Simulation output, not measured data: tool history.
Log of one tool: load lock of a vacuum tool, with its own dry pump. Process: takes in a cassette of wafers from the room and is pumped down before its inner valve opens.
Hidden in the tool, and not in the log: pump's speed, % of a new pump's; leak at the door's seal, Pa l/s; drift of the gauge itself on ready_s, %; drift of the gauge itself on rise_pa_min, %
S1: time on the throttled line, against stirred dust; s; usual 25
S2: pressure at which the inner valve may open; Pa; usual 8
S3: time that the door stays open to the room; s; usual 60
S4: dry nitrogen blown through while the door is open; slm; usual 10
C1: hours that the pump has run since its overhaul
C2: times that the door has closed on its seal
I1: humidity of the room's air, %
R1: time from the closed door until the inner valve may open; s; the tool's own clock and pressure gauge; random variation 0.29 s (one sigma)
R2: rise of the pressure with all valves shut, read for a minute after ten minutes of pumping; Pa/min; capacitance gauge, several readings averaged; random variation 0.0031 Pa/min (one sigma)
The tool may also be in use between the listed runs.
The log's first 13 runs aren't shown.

| run | hour | S1 | S2 | S3 | S4 | C1 | C2 | I1 | R1 | R2 |
|---|---|---|---|---|---|---|---|---|---|---|
| 14 | 2239.1 | 25 | 8 | 40 | 10 | 13098 | 29756 | 44.5 | 53.1 | 0.157 |
| 15 | 2388.9 | 25 | 8 | 60 | 10 | 13247 | 30126 | 44.2 | 53.0 | 0.177 |
| 16 | 2615.5 | 25 | 8 | 60 | 10 | 13474 | 30685 | 42.7 | 52.5 | 0.177 |
| 17 | 2818.8 | 25 | 8 | 60 | 10 | 13677 | 31187 | 44.6 | 52.7 | 0.184 |
| 18 | 3074.5 | 25 | 8 | 60 | 10 | 13933 | 31818 | 45.4 | 53.7 | 0.185 |
| 19 | 3331.2 | 25 | 8 | 93 | 10 | 14190 | 32452 | 43.8 | 54.1 | 0.216 |
| 20 | 3534.9 | 25 | 7 | 60 | 4 | 14393 | 32955 | 43.4 | 54.4 | 0.197 |
| 21 | 3730.5 | 41 | 8 | 60 | 11 | 14589 | 33438 | 48.1 | 64.4 | 0.198 |
|  | 3848.5 | dry pump taken out, an overhauled one fitted |
| 22 | 3848.5 | 41 | 8 | 60 | 11 | 0 | 33714 | 42.4 | 59.4 | 0.192 |
| 23 | 4071.3 | 47 | 8 | 142 | 11 | 223 | 34264 | 46.4 | 64.1 | 0.244 |
| 24 | 4194.3 | 47 | 8 | 142 | 11 | 346 | 34568 | 43.5 | 63.4 | 0.239 |
| 25 | 4389.8 | 47 | 8 | 142 | 11 | 541 | 35051 | 44.9 | 63.2 | 0.253 |
| 26 | 4623.8 | 47 | 8 | 142 | 5 | 775 | 35628 | 46.7 | 63.4 | 0.268 |
| 27 | 4750.7 | 29 | 8 | 33 | 10 | 902 | 35941 | 43.5 | 50.6 | 0.191 |
| 28 | 4984.2 | 29 | 8 | 33 | 10 | 1136 | 36518 | 44.2 | 50.7 | 0.186 |
| 29 | 5186.3 | 29 | 8 | 33 | 10 | 1338 | 37017 | 44.2 | 50.7 | 0.197 |
| 30 | 5420.3 | 17 | 8 | 91 | 13 | 1572 | 37594 | 42.2 | 42.2 | 0.225 |
| 31 | 5551.0 | 17 | 8 | 91 | 13 | 1702 | 37917 | 48.3 | 42.9 | 0.240 |
| 32 | 5684.6 | 28 | 13 | 91 | 13 | 1836 | 38247 | 45.7 | 48.7 | 0.243 |
| 33 | 5859.1 | 28 | 9 | 91 | 13 | 2011 | 38678 | 47.8 | 50.3 | 0.247 |
| 34 | 6119.7 | 12 | 10 | 110 | 5 | 2271 | 39321 | 44.6 | 38.6 | 0.273 |
| 35 | 6247.3 | 15 | 9 | 97 | 21 | 2399 | 39636 | 46.3 | 41.3 | 0.240 |
| 36 | 6462.6 | 15 | 9 | 97 | 21 | 2614 | 40168 | 45.8 | 41.1 | 0.248 |
| 37 | 6610.3 | 15 | 9 | 97 | 21 | 2762 | 40532 | 43.4 | 41.4 | 0.239 |

3 ways to go on from here, each from the tool as it stands after run 37. What would each give?
| A | 6771.8 | 21 | 9 | 97 | 12 | 2923 | 40931 | 44.3 | ? | ? |
| B | 6771.8 | 14 | 9 | 98 | 21 | 2923 | 40931 | 45.9 | ? | ? |
| C | 6771.8 | 15 | 13 | 154 | 21 | 2923 | 40931 | 43.2 | ? | ? |

| run | R1 | R2 |
|---|---|---|
| A | 45.9 | 0.258 |
| B | 40.8 | 0.248 |
| C | 40.3 | 0.260 |
Without the tool's hidden state the same runs would have given:
| run | R1 | R2 |
|---|---|---|
| A | 44.7 | 0.088 |
| B | 39.6 | 0.079 |
| C | 39.2 | 0.091 |
